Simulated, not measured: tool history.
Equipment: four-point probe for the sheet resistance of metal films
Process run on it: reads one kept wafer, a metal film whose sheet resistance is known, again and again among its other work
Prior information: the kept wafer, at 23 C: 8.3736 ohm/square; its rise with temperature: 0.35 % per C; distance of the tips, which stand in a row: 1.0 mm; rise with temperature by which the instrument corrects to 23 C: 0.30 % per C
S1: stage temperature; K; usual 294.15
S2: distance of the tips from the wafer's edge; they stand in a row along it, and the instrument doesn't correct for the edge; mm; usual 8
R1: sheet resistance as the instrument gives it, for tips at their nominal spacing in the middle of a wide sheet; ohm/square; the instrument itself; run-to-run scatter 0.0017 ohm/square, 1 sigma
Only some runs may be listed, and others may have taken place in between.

run    hour      S1  S2        R1
  1     0.0  294.15   8  8.435731
  2    33.9  300.15   8  8.460508
  3    74.9  306.15   8  8.489515
  4   100.0  306.15   8  8.489072
  5   145.3  297.15   8  8.452780
  6   187.3  297.15   8  8.449032
  7   213.3  297.15   8  8.447784
  8   259.0  297.15   8  8.449362
  9   308.9  297.15   8  8.448266
 10   350.4  307.15   8  8.491353
 11   386.4  307.15   8  8.495129
 12   426.5  307.15   8  8.494178
 13   451.3  307.15   8  8.492240
 14   479.2  307.15   8  8.497449
 15   527.4  307.15   8  8.498329
 16   553.5  307.15   8  8.495137
      596.2  -- stage's thermometer calibrated
 17   597.0  307.15   8  8.492990
 18   636.6  294.15   8  8.432068
 19   663.7  294.15  63  8.364857
 20   692.1  294.15   7  8.456474
 21   724.0  298.15   8  8.455326
 22   769.9  294.15   8  8.431290
 23   813.9  294.15   8  8.432457
 24   838.6  294.15   8  8.435210
 25   877.8  294.15  23  8.372220
 26   911.9  298.15  42  8.383591
 27   959.8  293.15  35  8.359568
 28  1012.3  298.15  53  8.384983
 29  1051.6  295.15   8  8.438252
 30  1076.6  301.15  17  8.411646
 31  1099.6  301.15  17  8.411369
 32  1148.2  303.15  17  8.421573
 33  1190.8  302.15  16  8.419799
 34  1226.1  302.15  51  8.401528
 35  1259.4  303.15   5  8.584584
 36  1307.1  303.15   5  8.584331
 37  1338.7  294.15   9  8.420572
 38  1376.7  304.15   5  8.586940
 39  1432.1  304.15   5  8.587563
 40  1454.6  304.15  20  8.418358
 41  1479.1  297.15   8  8.447375
 42  1519.9  304.15  31  8.418728
 43  1567.9  304.15  31  8.413494
 44  1607.7  304.15  31  8.414517

Each row is a separate what-if for the run after 44, all from the same tool condition, not one after another. Results?
  A  1634.1  294.15   4   ?
  B  1634.1  294.15   3   ?
  C  1634.1  307.15  23   ?
  D  1634.1  294.15  68   ?

run        R1
  A  8.633991
  B  8.834465
  C  8.434330
  D  8.365657
With no hidden state in the tool, these same runs would have given:
run        R1
  A  8.633670
  B  8.834138
  C  8.434010
  D  8.365344
